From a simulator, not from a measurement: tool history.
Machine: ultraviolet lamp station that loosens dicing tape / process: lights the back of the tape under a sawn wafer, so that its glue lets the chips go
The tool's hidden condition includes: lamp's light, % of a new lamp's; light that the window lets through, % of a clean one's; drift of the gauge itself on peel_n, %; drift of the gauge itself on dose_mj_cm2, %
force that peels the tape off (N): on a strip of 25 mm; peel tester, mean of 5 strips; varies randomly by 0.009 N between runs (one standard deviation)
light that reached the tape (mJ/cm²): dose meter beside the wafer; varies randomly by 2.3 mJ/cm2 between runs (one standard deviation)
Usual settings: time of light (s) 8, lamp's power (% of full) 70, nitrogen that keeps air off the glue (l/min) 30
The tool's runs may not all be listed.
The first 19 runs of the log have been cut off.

run	hour	time of light (s)	lamp's power (% of full)	nitrogen that keeps air off the glue (l/min)	hours of work of the lamp	hours of work since the window was cleaned	force that peels the tape off (N)	light that reached the tape (mJ/cm²)
20	159.0	8	70	30	340	11	0.565	171
21	166.9	8	70	12	345	15	0.900	166
22	174.9	8	70	20	350	20	0.696	159
23	184.8	8	64	30	356	26	0.703	149
24	190.6	8	99	39	360	30	0.296	228
25	199.0	8	79	17	365	35	0.612	182
26	210.1	8	79	17	371	42	0.654	182
27	216.9	8	79	17	376	46	0.633	186
28	226.6	4	70	30	382	52	2.052	78
29	234.7	7	67	44	386	57	0.782	131
30	239.8	5	79	30	390	60	1.160	112
31	250.4	15	64	30	396	66	0.263	268
32	259.3	13	62	22	402	72	0.372	224
33	265.7	9	95	21	405	76	0.349	239
34	273.2	7	95	19	410	80	0.611	186
35	282.8	8	70	16	416	86	0.907	150
36	288.0	8	70	16	419	89	0.879	152
37	297.7	8	86	12	425	95	0.760	192
38	305.8	8	86	29	430	100	0.466	187
39	313.7	5	62	38	435	105	1.792	78
40	319.7	9	98	38	438	109	0.277	234
41	327.4	9	98	38	443	113	0.297	236
42	334.5	9	98	38	447	118	0.304	234
43	345.0	4	79	16	454	124	2.405	84
44	353.5	4	79	16	459	129	2.437	84

Predict each of these 3 candidate next runs independently; none follows another, all start after run 44:
A	359.3	4	70	19	463	133	?	?
B	359.3	4	95	40	463	133	?	?
C	359.3	6	97	21	463	133	?	?

run	force that peels the tape off (N)	light that reached the tape (mJ/cm²)
A	2.496	73
B	1.356	102
C	0.771	152
Stripped of hidden state, with their random variation kept, the same runs would have yielded:
run	force that peels the tape off (N)	light that reached the tape (mJ/cm²)
A	1.521	105
B	0.685	147
C	0.381	220
